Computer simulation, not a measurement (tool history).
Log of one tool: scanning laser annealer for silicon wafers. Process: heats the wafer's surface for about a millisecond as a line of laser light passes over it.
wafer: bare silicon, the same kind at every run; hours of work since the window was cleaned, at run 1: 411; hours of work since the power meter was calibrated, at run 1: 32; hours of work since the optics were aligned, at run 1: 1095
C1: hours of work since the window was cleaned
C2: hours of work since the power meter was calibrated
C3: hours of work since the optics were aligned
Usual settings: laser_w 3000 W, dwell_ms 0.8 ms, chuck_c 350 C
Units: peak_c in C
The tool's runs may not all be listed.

Run 1, day 0: usual settings; C1 411; C2 32; C3 1095. Result: peak_c 1146 C.
Run 2, day 0.375: usual settings; C1 415; C2 36; C3 1100. Result: peak_c 1152 C.
Run 3, day 1.083: usual settings; C1 424; C2 45; C3 1108. Result: peak_c 1143 C.
Run 4, day 1.629: usual settings but dwell_ms 0.683 ms; C1 430; C2 52; C3 1115. Result: peak_c 1074 C.
Run 5, day 2.454: usual settings; C1 440; C2 62; C3 1125. Result: peak_c 1146 C.
Run 6, day 3.15: usual settings; C1 449; C2 70; C3 1133. Result: peak_c 1146 C.
Run 7, day 4.004: usual settings but laser_w 3006 W; C1 459; C2 80; C3 1144. Result: peak_c 1146 C.
Run 8, day 4.504: usual settings but laser_w 3006 W; C1 465; C2 86; C3 1150. Result: peak_c 1143 C.
Run 9, day 4.988: usual settings but laser_w 3006 W; C1 471; C2 92; C3 1156. Result: peak_c 1143 C.
Run 10, day 5.833: usual settings but chuck_c 386 C; C1 481; C2 103; C3 1166. Result: peak_c 1181 C.
Run 11, day 6.525: usual settings but chuck_c 386 C; C1 490; C2 111; C3 1174. Result: peak_c 1177 C.
Run 12, day 6.921: usual settings but chuck_c 386 C; C1 494; C2 116; C3 1179. Result: peak_c 1173 C.
Run 13, day 7.783: usual settings but chuck_c 323 C; C1 505; C2 126; C3 1190. Result: peak_c 1110 C.
Run 14, day 8.483: usual settings but chuck_c 323 C; C1 513; C2 135; C3 1198. Result: peak_c 1112 C.
Run 15, day 9: usual settings but dwell_ms 0.767 ms, chuck_c 362 C; C1 520; C2 141; C3 1204. Result: peak_c 1131 C.
Run 16, day 9.717: usual settings but dwell_ms 0.663 ms; C1 528; C2 150; C3 1213. Result: peak_c 1054 C.
Run 17, day 10.358: usual settings but dwell_ms 0.663 ms; C1 536; C2 157; C3 1221. Result: peak_c 1053 C.
Run 18, day 10.833: usual settings but laser_w 2654 W, dwell_ms 0.763 ms, chuck_c 331 C; C1 542; C2 163; C3 1227. Result: peak_c 1005 C.

Forecast run 19:
Run 19, day 11.675: usual settings but laser_w 2654 W, dwell_ms 0.7 ms, chuck_c 317 C; C1 552; C2 173; C3 1237. Result: peak_c ?.

{"run 19": {"peak_c": 954}}
Without the tool's hidden state the same run would have given peak_c 1006 C.
